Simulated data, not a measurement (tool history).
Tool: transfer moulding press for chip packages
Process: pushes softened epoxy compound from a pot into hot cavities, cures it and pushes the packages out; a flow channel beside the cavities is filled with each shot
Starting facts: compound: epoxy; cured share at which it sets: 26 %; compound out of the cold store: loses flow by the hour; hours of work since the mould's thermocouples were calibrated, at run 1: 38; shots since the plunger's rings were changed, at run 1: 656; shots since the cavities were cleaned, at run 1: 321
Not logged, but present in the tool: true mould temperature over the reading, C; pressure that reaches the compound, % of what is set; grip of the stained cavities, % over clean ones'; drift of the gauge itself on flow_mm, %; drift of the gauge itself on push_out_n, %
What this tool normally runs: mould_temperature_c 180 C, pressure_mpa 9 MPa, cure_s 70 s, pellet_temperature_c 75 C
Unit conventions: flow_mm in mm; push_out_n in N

run    day  mould_temperature_c  pressure_mpa  cure_s  pellet_temperature_c  hours of work since the mould's thermocouples were calibrated  shots since the plunger's rings were changed  shots since the cavities were cleaned  incoming compound's hours out of the cold store  flow_mm  push_out_n
  1      0                  180             9      70                    75                                                             38                                           656                                    321                                             44.8      879         951
  2  0.508                  180             9      70                    75                                                             43                                           773                                    438                                             11.7     1039        1206
  3  0.842                  180             9      70                    81                                                             46                                           850                                    515                                             10.8     1029        1182
  4  1.396                  180             9      70                    81                                                             52                                           979                                    644                                             30.9      935        1177
     1.588  -- cavities cleaned with cleaning compound and waxed
  5  1.842                  180             9      70                    81                                                             56                                          1068                                     60                                             22.4      970         795
  6  2.392                  180             9      70                    75                                                             62                                          1195                                    187                                             42.8      877         879
  7  2.642                  180             9      70                    78                                                             64                                          1252                                    244                                               45      865         876
  8  2.942                  180             9      70                    78                                                             67                                          1322                                    314                                             32.3      918         941
  9  3.217                  180             9      67                    75                                                             70                                          1385                                    377                                             23.5      961        1227
 10  3.567                  180             9      70                    75                                                             74                                          1467                                    459                                             14.8     1015        1184
 11  3.983                  180             9      70                    75                                                             78                                          1563                                    555                                             34.7      904        1090
 12  4.304                  180             9      70                    75                                                             82                                          1637                                    629                                             21.2      971        1250
     4.546  -- cavities cleaned with cleaning compound and waxed
 13  4.696                  180             9      70                    75                                                             85                                          1713                                     35                                             24.7      946         781
 14  4.988                  180             9      70                    75                                                             88                                          1780                                    102                                             13.4     1004         910
 15  5.404                  186          9.78      60                    67                                                             92                                          1876                                    198                                             26.7      965        1025
 16  5.975                  180             9     104                    77                                                             98                                          2009                                    331                                             25.6      938         488

The next listed run, before its measurement:
 17  6.392                  184          8.59      70                    75                                                            102                                          2104                                    426                                             10.1        ?           ?

{"run 17": {"flow_mm": 985, "push_out_n": 876}}
Take away the tool's hidden state, keep the run-to-run variation as it was, and the same run would have given flow_mm 1025 mm, push_out_n 562 N.
